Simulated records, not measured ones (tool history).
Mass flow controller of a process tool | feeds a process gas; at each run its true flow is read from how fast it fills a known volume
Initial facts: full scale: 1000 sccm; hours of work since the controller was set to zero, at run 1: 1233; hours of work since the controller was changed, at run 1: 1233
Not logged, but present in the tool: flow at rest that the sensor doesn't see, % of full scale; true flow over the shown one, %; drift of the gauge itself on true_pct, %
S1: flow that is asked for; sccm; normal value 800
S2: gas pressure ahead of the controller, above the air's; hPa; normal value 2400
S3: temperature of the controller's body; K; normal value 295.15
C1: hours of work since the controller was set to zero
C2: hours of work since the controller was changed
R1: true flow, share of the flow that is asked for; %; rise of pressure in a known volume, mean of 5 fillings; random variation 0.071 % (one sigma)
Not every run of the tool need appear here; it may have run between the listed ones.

{"run": 1, "hour": 0.0, "S1": 800, "S2": 2400, "S3": 295.15, "C1": 1233, "C2": 1233, "R1": 100.67}
{"run": 2, "hour": 175.2, "S1": 800, "S2": 2400, "S3": 295.15, "C1": 1299, "C2": 1299, "R1": 100.43}
{"run": 3, "hour": 339.2, "S1": 800, "S2": 1450, "S3": 295.15, "C1": 1361, "C2": 1361, "R1": 100.06}
{"run": 4, "hour": 480.3, "S1": 800, "S2": 1450, "S3": 295.15, "C1": 1414, "C2": 1414, "R1": 99.92}
{"run": 5, "hour": 651.9, "S1": 204, "S2": 1450, "S3": 295.15, "C1": 1479, "C2": 1479, "R1": 99.85}
{"run": 6, "hour": 758.5, "S1": 204, "S2": 1450, "S3": 295.15, "C1": 1519, "C2": 1519, "R1": 99.73}
{"run": 7, "hour": 926.3, "S1": 800, "S2": 2400, "S3": 295.15, "C1": 1583, "C2": 1583, "R1": 100.53}
{"run": 8, "hour": 1076.4, "S1": 426, "S2": 2400, "S3": 295.15, "C1": 1639, "C2": 1639, "R1": 100.33}
{"run": 9, "hour": 1199.5, "S1": 548, "S2": 2400, "S3": 295.15, "C1": 1686, "C2": 1686, "R1": 100.44}
{"run": 10, "hour": 1292.3, "S1": 548, "S2": 2400, "S3": 295.15, "C1": 1721, "C2": 1721, "R1": 100.44}
{"run": 11, "hour": 1474.2, "S1": 800, "S2": 2540, "S3": 295.15, "C1": 1789, "C2": 1789, "R1": 100.57}
{"run": 12, "hour": 1575.5, "S1": 800, "S2": 2540, "S3": 295.15, "C1": 1828, "C2": 1828, "R1": 100.51}
{"run": 13, "hour": 1723.6, "S1": 800, "S2": 2400, "S3": 295.15, "C1": 1884, "C2": 1884, "R1": 100.45}
{"run": 14, "hour": 1873.8, "S1": 425, "S2": 2400, "S3": 295.15, "C1": 1940, "C2": 1940, "R1": 100.34}
{"run": 15, "hour": 2054.1, "S1": 676, "S2": 2400, "S3": 295.15, "C1": 2008, "C2": 2008, "R1": 100.51}
{"run": 16, "hour": 2255.1, "S1": 800, "S2": 2520, "S3": 295.15, "C1": 2084, "C2": 2084, "R1": 100.48}
{"run": 17, "hour": 2423.3, "S1": 800, "S2": 2400, "S3": 295.15, "C1": 2148, "C2": 2148, "R1": 100.6}
{"run": 18, "hour": 2537.5, "S1": 174, "S2": 2400, "S3": 295.15, "C1": 2191, "C2": 2191, "R1": 100.28}
{"run": 19, "hour": 2643.4, "S1": 413, "S2": 2210, "S3": 311.15, "C1": 2231, "C2": 2231, "R1": 98.31}
{"run": 20, "hour": 2776.9, "S1": 283, "S2": 1570, "S3": 305.15, "C1": 2281, "C2": 2281, "R1": 98.77}
{"run": 21, "hour": 2873.0, "S1": 283, "S2": 1570, "S3": 305.15, "C1": 2318, "C2": 2318, "R1": 98.72}
{"run": 22, "hour": 3053.2, "S1": 283, "S2": 1570, "S3": 305.15, "C1": 2386, "C2": 2386, "R1": 98.6}
{"run": 23, "hour": 3154.5, "S1": 283, "S2": 2330, "S3": 307.15, "C1": 2424, "C2": 2424, "R1": 98.81}
{"run": 24, "hour": 3248.3, "S1": 800, "S2": 2030, "S3": 293.15, "C1": 2459, "C2": 2459, "R1": 100.51}

What will run 25 give?
{"run": 25, "hour": 3376.8, "S1": 700, "S2": 2420, "S3": 304.15, "C1": 2508, "C2": 2508, "R1": "?"}

{"run 25": {"R1": 99.53}}
Minus the tool's unlogged condition, the same run would have read R1 99.52 %.

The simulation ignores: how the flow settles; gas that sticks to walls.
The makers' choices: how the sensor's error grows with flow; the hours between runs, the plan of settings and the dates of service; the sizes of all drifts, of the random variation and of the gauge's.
